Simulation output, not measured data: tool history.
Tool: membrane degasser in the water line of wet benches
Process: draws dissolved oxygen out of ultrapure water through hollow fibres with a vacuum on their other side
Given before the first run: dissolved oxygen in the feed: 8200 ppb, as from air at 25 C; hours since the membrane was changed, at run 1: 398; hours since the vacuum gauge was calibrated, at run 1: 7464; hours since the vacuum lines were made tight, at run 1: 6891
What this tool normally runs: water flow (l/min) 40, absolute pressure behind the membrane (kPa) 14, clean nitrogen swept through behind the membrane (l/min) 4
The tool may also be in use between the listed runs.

run   hour  water flow (l/min)  absolute pressure behind the membrane (kPa)  clean nitrogen swept through behind the membrane (l/min)  hours since the membrane was changed  hours since the vacuum gauge was calibrated  hours since the vacuum lines were made tight  dissolved oxygen in the water behind the degasser (ppb)  pressure that the water loses in the fibres (kPa)
  1      0                  40                                           14                                                         4                                   398                                         7464                                          6891                                                    254.9                                              39.62
  2   49.9                  40                                           14                                                         4                                   448                                         7514                                          6941                                                    254.2                                              39.92
  3   80.5                  40                                           14                                                         4                                   478                                         7545                                          6971                                                      255                                              39.46
  4  128.8                  40                                           14                                                      3.49                                   526                                         7593                                          7020                                                    288.7                                              39.79
  5  155.8                  40                                           14                                                      3.49                                   553                                         7620                                          7047                                                    288.2                                              39.79
  6  206.3                  40                                         12.7                                                         4                                   604                                         7671                                          7097                                                    225.7                                              39.72
  7  227.8                  40                                         11.5                                                         4                                   625                                         7692                                          7119                                                    197.7                                              39.62
  8  273.9                  40                                           14                                                      1.95                                   671                                         7738                                          7165                                                    478.1                                              39.81
  9  301.5                  40                                           14                                                         4                                   699                                         7766                                          7192                                                    255.3                                              40.19
 10  347.6                  24                                         29.7                                                      3.75                                   745                                         7812                                          7239                                                    399.9                                              23.59
 11  373.6                  28                                         29.7                                                      1.64                                   771                                         7838                                          7265                                                      933                                                 28
 12  407.9                  51                                         10.8                                                      8.04                                   805                                         7872                                          7299                                                    122.2                                              50.88
 13  459.3                  59                                           17                                                      3.23                                   857                                         7924                                          7350                                                    546.9                                              58.95
 14  507.1                  26                                         16.5                                                         4                                   905                                         7971                                          7398                                                    208.3                                              25.99
 15    534                  26                                         16.5                                                         4                                   932                                         7998                                          7425                                                    209.5                                              26.11
 16  558.5                  26                                         16.5                                                         4                                   956                                         8023                                          7449                                                    209.2                                              25.81
 17  611.8                  26                                         16.5                                                         4                                  1009                                         8076                                          7503                                                    209.8                                              26.25

Alternative continuations, all from the tool just after run 17; predict every row:
  A  635.8                  32                                         11.7                                                      8.45                                  1033                                         8100                                          7527                                                        ?                                                  ?
  B  635.8                  41                                         16.5                                                       4.5                                  1033                                         8100                                          7527                                                        ?                                                  ?
  C  635.8                  40                                         16.6                                                      1.74                                  1033                                         8100                                          7527                                                        ?                                                  ?
  D  635.8                  29                                           14                                                         4                                  1033                                         8100                                          7527                                                        ?                                                  ?

run  dissolved oxygen in the water behind the degasser (ppb)  pressure that the water loses in the fibres (kPa)
  A                                                     81.7                                              31.84
  B                                                    286.2                                              40.79
  C                                                    638.9                                              39.61
  D                                                    189.7                                              29.09
Without the tool's hidden state the same runs would have given:
run  dissolved oxygen in the water behind the degasser (ppb)  pressure that the water loses in the fibres (kPa)
  A                                                     79.4                                              31.69
  B                                                      281                                               40.6
  C                                                    629.7                                              39.42
  D                                                    185.1                                              28.96
